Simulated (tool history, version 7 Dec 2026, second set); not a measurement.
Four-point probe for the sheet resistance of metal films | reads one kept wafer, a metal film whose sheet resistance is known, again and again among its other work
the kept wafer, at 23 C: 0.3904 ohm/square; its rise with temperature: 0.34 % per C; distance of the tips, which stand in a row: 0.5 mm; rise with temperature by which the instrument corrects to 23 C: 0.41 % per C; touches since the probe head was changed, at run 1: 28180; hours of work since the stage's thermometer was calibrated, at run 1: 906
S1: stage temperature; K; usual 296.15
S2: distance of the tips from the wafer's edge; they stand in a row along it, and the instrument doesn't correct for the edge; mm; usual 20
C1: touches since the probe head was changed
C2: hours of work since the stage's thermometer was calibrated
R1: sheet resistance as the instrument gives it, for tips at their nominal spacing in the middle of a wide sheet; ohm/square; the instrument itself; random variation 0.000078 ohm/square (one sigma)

run 1 hour=0 | S1=296.15 S2=20 | C1=28180 C2=906 | R1=0.390568
run 2 hour=24.8 | S1=296.15 S2=9 | C1=28749 C2=918 | R1=0.391201
run 3 hour=53.6 | S1=296.15 S2=9 | C1=29410 C2=932 | R1=0.39108
run 4 hour=86.5 | S1=296.15 S2=9 | C1=30165 C2=948 | R1=0.391025
run 5 hour=109 | S1=291.15 S2=20 | C1=30683 C2=960 | R1=0.392062
run 6 hour=137.2 | S1=291.15 S2=20 | C1=31330 C2=974 | R1=0.392055
run 7 hour=169.6 | S1=296.15 S2=4 | C1=32073 C2=990 | R1=0.393714
run 8 hour=203.6 | S1=296.15 S2=8 | C1=32854 C2=1006 | R1=0.39139
run 9 hour=231.6 | S1=296.15 S2=8 | C1=33495 C2=1020 | R1=0.39126
run 10 hour=272.4 | S1=296.15 S2=8 | C1=34434 C2=1041 | R1=0.39136
run 11 hour=305.5 | S1=296.15 S2=8 | C1=35193 C2=1057 | R1=0.391163
run 12 hour=331.7 | S1=296.15 S2=8 | C1=35795 C2=1070 | R1=0.391085
run 13 hour=355.2 | S1=296.15 S2=8 | C1=36334 C2=1082 | R1=0.391146
run 14 hour=398.3 | S1=296.15 S2=8 | C1=37324 C2=1103 | R1=0.390983
run 15 hour=444.5 | S1=306.15 S2=20 | C1=38383 C2=1126 | R1=0.387905
run 16 hour=471.9 | S1=296.15 S2=17 | C1=39012 C2=1139 | R1=0.390591
run 17 hour=511.6 | S1=296.15 S2=17 | C1=39923 C2=1159 | R1=0.390423
run 18 hour=549.8 | S1=296.15 S2=17 | C1=40800 C2=1178 | R1=0.390436
run 19 hour=575.7 | S1=296.15 S2=17 | C1=41396 C2=1191 | R1=0.390662
run 20 hour=596.2 | S1=296.15 S2=17 | C1=41867 C2=1201 | R1=0.3905
run 21 hour=642.9 | S1=307.15 S2=20 | C1=42938 C2=1224 | R1=0.387468
run 22 hour=687.8 | S1=307.15 S2=20 | C1=43967 C2=1246 | R1=0.387565
run 23 hour=715.8 | S1=307.15 S2=20 | C1=44611 C2=1260 | R1=0.387446
run 24 hour=736 | S1=291.15 S2=5 | C1=45075 C2=1270 | R1=0.39365
run 25 hour=766.6 | S1=299.15 S2=5 | C1=45777 C2=1285 | R1=0.391326
run 26 hour=800.4 | S1=301.15 S2=31 | C1=46553 C2=1302 | R1=0.388803
run 27 hour=830 | S1=296.15 S2=51 | C1=47233 C2=1317 | R1=0.390121
run 28 hour=873.8 | S1=303.15 S2=22 | C1=48239 C2=1339 | R1=0.388381
run 29 hour=898.8 | S1=298.15 S2=35 | C1=48811 C2=1351 | R1=0.389406
run 30 hour=924.7 | S1=292.15 S2=6 | C1=49406 C2=1364 | R1=0.392565
run 31 hour=958.9 | S1=301.15 S2=15 | C1=50192 C2=1381 | R1=0.388897
run 32 hour=990.9 | S1=303.15 S2=15 | C1=50927 C2=1397 | R1=0.388258
run 33 hour=1018.4 | S1=297.15 S2=4 | C1=51558 C2=1410 | R1=0.392953

The next listed run, before its measurement:
run 34 hour=1050.4 | S1=302.15 S2=53 | C1=52293 C2=1426 | R1=?

{"run 34": {"R1": 0.388459}}
Without the tool's hidden state the same run would have given R1 0.388896 ohm/square.
